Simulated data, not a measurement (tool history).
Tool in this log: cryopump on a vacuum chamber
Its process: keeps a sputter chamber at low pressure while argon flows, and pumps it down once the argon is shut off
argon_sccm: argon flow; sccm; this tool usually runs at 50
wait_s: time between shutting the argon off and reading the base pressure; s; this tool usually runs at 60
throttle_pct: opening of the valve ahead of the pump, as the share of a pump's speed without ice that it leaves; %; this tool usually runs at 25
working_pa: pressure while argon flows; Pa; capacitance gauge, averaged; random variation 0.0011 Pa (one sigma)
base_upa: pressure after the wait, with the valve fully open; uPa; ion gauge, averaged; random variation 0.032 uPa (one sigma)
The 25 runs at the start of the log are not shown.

run 26 hour=786.7 | argon_sccm=30 wait_s=49 throttle_pct=25 | working_pa=0.1545 base_upa=3.49
run 27 hour=827.5 | argon_sccm=30 wait_s=34 throttle_pct=27 | working_pa=0.1437 base_upa=4.30
run 28 hour=865.7 | argon_sccm=23 wait_s=133 throttle_pct=25 | working_pa=0.1187 base_upa=2.43
run 29 hour=906.0 | argon_sccm=23 wait_s=85 throttle_pct=21 | working_pa=0.1418 base_upa=2.91
run 30 hour=938.3 | argon_sccm=50 wait_s=71 throttle_pct=25 | working_pa=0.2606 base_upa=3.02
run 31 hour=968.3 | argon_sccm=62 wait_s=261 throttle_pct=28 | working_pa=0.2887 base_upa=2.18
run 32 hour=1002.6 | argon_sccm=62 wait_s=261 throttle_pct=28 | working_pa=0.2885 base_upa=2.17
run 33 hour=1030.7 | argon_sccm=28 wait_s=74 throttle_pct=20 | working_pa=0.1806 base_upa=2.99
run 34 hour=1053.6 | argon_sccm=30 wait_s=60 throttle_pct=24 | working_pa=0.1624 base_upa=3.28

What if the next run were any one of these 4? Each begins from the tool's condition after run 34:
run A hour=1098.8 | argon_sccm=32 wait_s=36 throttle_pct=53 | working_pa=? base_upa=?
run B hour=1098.8 | argon_sccm=44 wait_s=98 throttle_pct=36 | working_pa=? base_upa=?
run C hour=1098.8 | argon_sccm=43 wait_s=60 throttle_pct=25 | working_pa=? base_upa=?
run D hour=1098.8 | argon_sccm=49 wait_s=36 throttle_pct=17 | working_pa=? base_upa=?

run=A working_pa=0.0817 base_upa=4.22
run=B working_pa=0.1619 base_upa=2.74
run=C working_pa=0.2247 base_upa=3.33
run=D working_pa=0.3738 base_upa=4.21
With the hidden condition removed and each run's random variation left untouched, the same runs would have given:
run=A working_pa=0.0777 base_upa=2.54
run=B working_pa=0.1563 base_upa=1.07
run=C working_pa=0.2193 base_upa=1.64
run=D working_pa=0.3676 base_upa=2.53
